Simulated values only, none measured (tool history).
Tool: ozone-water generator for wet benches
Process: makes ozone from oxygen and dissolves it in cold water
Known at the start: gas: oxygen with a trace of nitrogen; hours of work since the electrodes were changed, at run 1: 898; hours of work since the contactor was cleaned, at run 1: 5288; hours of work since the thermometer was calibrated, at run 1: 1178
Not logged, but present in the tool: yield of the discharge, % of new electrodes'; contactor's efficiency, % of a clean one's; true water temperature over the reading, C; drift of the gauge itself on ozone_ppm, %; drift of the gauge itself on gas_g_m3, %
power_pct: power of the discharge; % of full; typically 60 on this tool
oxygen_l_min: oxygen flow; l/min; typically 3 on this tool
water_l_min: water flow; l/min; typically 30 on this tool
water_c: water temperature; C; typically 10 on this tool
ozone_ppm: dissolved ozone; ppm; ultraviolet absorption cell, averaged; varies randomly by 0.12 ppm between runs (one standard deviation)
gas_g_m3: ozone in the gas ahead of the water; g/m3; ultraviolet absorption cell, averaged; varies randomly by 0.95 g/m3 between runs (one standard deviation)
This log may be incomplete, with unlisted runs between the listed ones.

run   hour  power_pct  oxygen_l_min  water_l_min  water_c  hours of work since the electrodes were changed  hours of work since the contactor was cleaned  hours of work since the thermometer was calibrated  ozone_ppm  gas_g_m3
  1      0         60             3           30       10                                              898                                           5288                                                1178        9.3     156.9
  2   23.1         60             3           30       10                                              918                                           5307                                                1197        9.5     157.9
  3   44.3         60             3           30       10                                              936                                           5325                                                1215        9.4     159.2
  4   66.6         60             3           30       10                                              955                                           5344                                                1234        9.4     159.4
  5   97.1         60             3           30       10                                              981                                           5370                                                1260        9.2     157.9
  6  131.9         64             3           30       10                                             1010                                           5399                                                1289        9.9     167.9
  7  158.8         60           1.6           30       10                                             1033                                           5422                                                1312        7.8     229.6
  8  186.4         60           1.6           30       10                                             1056                                           5445                                                1335          8     225.6
  9    217         60           1.6           30       10                                             1082                                           5471                                                1361          8     226.1
 10  232.7         60           1.6           30       10                                             1095                                           5485                                                1375        7.9     227.3
 11    255         60           1.6           30       10                                             1114                                           5503                                                1393        7.9     227.2
 12  290.4         51             3           30       10                                             1144                                           5533                                                1423        8.5     138.4
 13  313.2         51             3           30       10                                             1163                                           5553                                                1443        8.5       139
 14  347.3         60             3           30       10                                             1192                                           5581                                                1471        9.4     156.7
 15  366.7         60             3           30       10                                             1208                                           5598                                                1488        9.6       159
 16  397.9         60             3           30       10                                             1235                                           5624                                                1514        9.4     158.5
 17  432.2         60             3           30       10                                             1264                                           5653                                                1543        9.3     159.9
 18  465.2         60             3           45       10                                             1292                                           5681                                                1571        5.6     157.9
 19  481.3         60             3           45       10                                             1305                                           5695                                                1585        5.9     157.4
 20  506.2         61             3           36       10                                             1326                                           5716                                                1606        7.6     158.5
 21  539.5         61             3           36       10                                             1355                                           5744                                                1634        7.6     161.1

What will run 22 give?
 22  570.5         89          2.46           27        5                                             1381                                           5770                                                1660          ?         ?

{"run 22": {"ozone_ppm": 14.1, "gas_g_m3": 235.7}}
Were there no unlogged condition in the tool, this run, its random variation unchanged, would have produced ozone_ppm 15.2 ppm, gas_g_m3 242.2 g/m3.
